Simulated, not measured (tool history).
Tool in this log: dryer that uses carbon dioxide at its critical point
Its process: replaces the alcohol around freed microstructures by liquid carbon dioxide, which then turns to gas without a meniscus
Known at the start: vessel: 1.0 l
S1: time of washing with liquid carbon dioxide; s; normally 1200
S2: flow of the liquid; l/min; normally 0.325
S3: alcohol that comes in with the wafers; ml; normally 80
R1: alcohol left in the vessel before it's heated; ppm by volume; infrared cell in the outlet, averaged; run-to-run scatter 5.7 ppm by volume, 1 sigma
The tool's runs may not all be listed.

run     day    S1     S2   S3    R1
  1       0  1200  0.325   80   419
  2   2.029  1200  0.325   80   434
  3   3.958  1200  0.325   80   455
  4   6.033  1200  0.325   80   470
  5   7.267  1200  0.325   80   483
  6   8.638  1200  0.325   80   498
  7  10.292  1200  0.325   80   525
  8  11.625  1200  0.325   80   550
  9  13.946  1200  0.429   80   206
 10  16.204  1200  0.429   80   112
 11  18.042  1200  0.429   80   109
 12  19.692  1200  0.325   79   535
 13  20.742  1200  0.325   80   567
 14  21.858  1200  0.325   80   198
 15  23.808  1200  0.325   92   237
 16  25.675  1200  0.326   92   239
 17    27.9  1200  0.326   92   263
 18  29.254  1740  0.326   92    40
 19    30.6  1740  0.322   68    52
 20  32.296  1740  0.322   68    50
 21  34.533  1740  0.322   68    52
 22  36.542  1260   0.29   68   350
 23  38.588  1260   0.29   68   374
 24   39.55  1680  0.325  116    86
 25      41  1920  0.306   80    63
 26  42.121   900  0.413   80   472
 27  43.917   840  0.277   80  3021
 28   46.15   960  0.277   33   840
 29  47.567  1080  0.277   33   557
 30  49.925  1620  0.221   96   737
 31  51.354  1620  0.221   96   763
 32  52.579  1380  0.295   62   305
 33  53.817  1380  0.295   62   320
 34  55.175  1200  0.393   33   132
 35  57.004  1200  0.393   33   133

Between the runs listed above, the log contained 2 entries, not reproduced here. Where in the sequence does each belong, and how does what the log doesn't record of the tool's condition differ from the listed run before to the listed run after?
In the gap between runs 9 and 10: purifier's bed changed (day 15.029)
  flow that reaches the vessel past the clogged filter, %: 85 -> 84; alcohol in the recycled carbon dioxide, ppm: 117.8 -> 7.6
  the result without the hidden state subtracted from the measured one, R1: +174 -> +73 ppm by volume
In the gap between runs 13 and 14: inlet filter changed (day 21.792)
  flow that reaches the vessel past the clogged filter, %: 82 -> 99.9; alcohol in the recycled carbon dioxide, ppm: 14.3 -> 15.7
  the result without the hidden state subtracted from the measured one, R1: +374 -> +12 ppm by volume
